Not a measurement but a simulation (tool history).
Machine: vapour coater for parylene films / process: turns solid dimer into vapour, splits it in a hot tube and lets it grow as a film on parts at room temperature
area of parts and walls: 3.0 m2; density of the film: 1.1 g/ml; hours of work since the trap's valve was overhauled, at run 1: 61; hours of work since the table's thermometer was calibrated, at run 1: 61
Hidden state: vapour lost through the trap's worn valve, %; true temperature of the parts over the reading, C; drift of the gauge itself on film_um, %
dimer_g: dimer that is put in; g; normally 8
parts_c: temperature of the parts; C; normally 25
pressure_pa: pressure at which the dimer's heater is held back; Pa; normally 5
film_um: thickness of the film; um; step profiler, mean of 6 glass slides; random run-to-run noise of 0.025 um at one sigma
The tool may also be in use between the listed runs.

| run | hour | dimer_g | parts_c | pressure_pa | hours of work since the trap's valve was overhauled | hours of work since the table's thermometer was calibrated | film_um |
|---|---|---|---|---|---|---|---|
| 1 | 0 | 8 | 25 | 5 | 61 | 61 | 1.87 |
| 2 | 16.6 | 8 | 25 | 5 | 71 | 71 | 1.88 |
| 3 | 35.9 | 8 | 25 | 5 | 83 | 83 | 1.86 |
| 4 | 49.6 | 8 | 25 | 5 | 92 | 92 | 1.88 |
| 5 | 63.7 | 8 | 25 | 5 | 101 | 101 | 1.85 |
| 6 | 80.7 | 8 | 23 | 5 | 112 | 112 | 1.96 |
| 7 | 100.5 | 8 | 25 | 5.23 | 124 | 124 | 1.88 |
| 8 | 113.3 | 8 | 25 | 5.23 | 132 | 132 | 1.82 |
| 9 | 127.4 | 8 | 25 | 5.23 | 141 | 141 | 1.82 |
| 10 | 144.4 | 8 | 25 | 5.23 | 152 | 152 | 1.8 |
| 11 | 157.1 | 8 | 25 | 5.23 | 160 | 160 | 1.81 |
| 12 | 178.4 | 8 | 25 | 5 | 174 | 174 | 1.8 |
| 13 | 188 | 8 | 25 | 5 | 180 | 180 | 1.75 |
| 14 | 206.7 | 8 | 25 | 2.64 | 192 | 192 | 1.92 |
| 15 | 220.4 | 8 | 25 | 2.64 | 200 | 200 | 1.91 |
| 16 | 236 | 12 | 25 | 5 | 210 | 210 | 2.65 |
| 17 | 246.6 | 12 | 25 | 5 | 217 | 217 | 2.68 |
| 18 | 265.3 | 12 | 25 | 5 | 229 | 229 | 2.64 |
| 19 | 274.1 | 8 | 25 | 3.69 | 234 | 234 | 1.81 |
| 20 | 290.4 | 8 | 25 | 10.12 | 245 | 245 | 1.59 |
| 21 | 299.2 | 8 | 25 | 5 | 250 | 250 | 1.75 |
| 22 | 318.4 | 8 | 23 | 5 | 262 | 262 | 1.85 |
| 23 | 333.3 | 8 | 23 | 5 | 272 | 272 | 1.82 |
| 24 | 343.6 | 13 | 25 | 4.17 | 278 | 278 | 2.83 |
| 25 | 360.9 | 5 | 25 | 5 | 289 | 289 | 1.04 |
| 26 | 379.3 | 5 | 25 | 8.05 | 301 | 301 | 0.94 |
| 27 | 390.3 | 8 | 32 | 5.25 | 308 | 308 | 1.34 |
|  | 398.6 | trap's valve overhauled |
| 28 | 415 | 6 | 18 | 5 | 10 | 321 | 1.79 |
| 29 | 432.9 | 6 | 18 | 5 | 22 | 332 | 1.75 |
| 30 | 452.8 | 6 | 18 | 3.88 | 34 | 345 | 1.74 |
| 31 | 471.3 | 6 | 17 | 8.9 | 46 | 357 | 1.7 |
| 32 | 481.4 | 12 | 20 | 9.77 | 52 | 363 | 3.04 |
| 33 | 501.7 | 12 | 20 | 9.77 | 65 | 376 | 3.06 |
| 34 | 516.1 | 10 | 18 | 2.64 | 74 | 385 | 2.84 |
| 35 | 534 | 6 | 21 | 5.88 | 86 | 396 | 1.59 |
| 36 | 546.1 | 8 | 18 | 2.05 | 93 | 404 | 2.33 |
| 37 | 566 | 5 | 36 | 3.74 | 106 | 417 | 0.83 |
| 38 | 581.9 | 3 | 25 | 5 | 116 | 427 | 0.75 |
| 39 | 591.6 | 8 | 31 | 2.44 | 122 | 433 | 1.65 |
| 40 | 606.5 | 8 | 31 | 2.44 | 132 | 442 | 1.66 |
| 41 | 625.9 | 8 | 18 | 11.21 | 144 | 455 | 2.08 |
| 42 | 646.4 | 8 | 33 | 5 | 157 | 468 | 1.42 |
| 43 | 662.5 | 6 | 18 | 9.83 | 167 | 478 | 1.5 |

Below are 5 alternative next runs, each starting from the tool's condition after run 43. Predict each:
| A | 676.9 | 13 | 21 | 3.42 | 176 | 487 | ? |
| B | 676.9 | 8 | 25 | 2.99 | 176 | 487 | ? |
| C | 676.9 | 13 | 31 | 5.18 | 176 | 487 | ? |
| D | 676.9 | 8 | 22 | 5 | 176 | 487 | ? |
| E | 676.9 | 6 | 25 | 5.49 | 176 | 487 | ? |

| run | film_um |
|---|---|
| A | 3.5 |
| B | 1.97 |
| C | 2.42 |
| D | 1.99 |
| E | 1.35 |
With the hidden condition removed and each run's random variation left untouched, the same runs would have given:
| run | film_um |
|---|---|
| A | 3.75 |
| B | 2.11 |
| C | 2.59 |
| D | 2.13 |
| E | 1.45 |
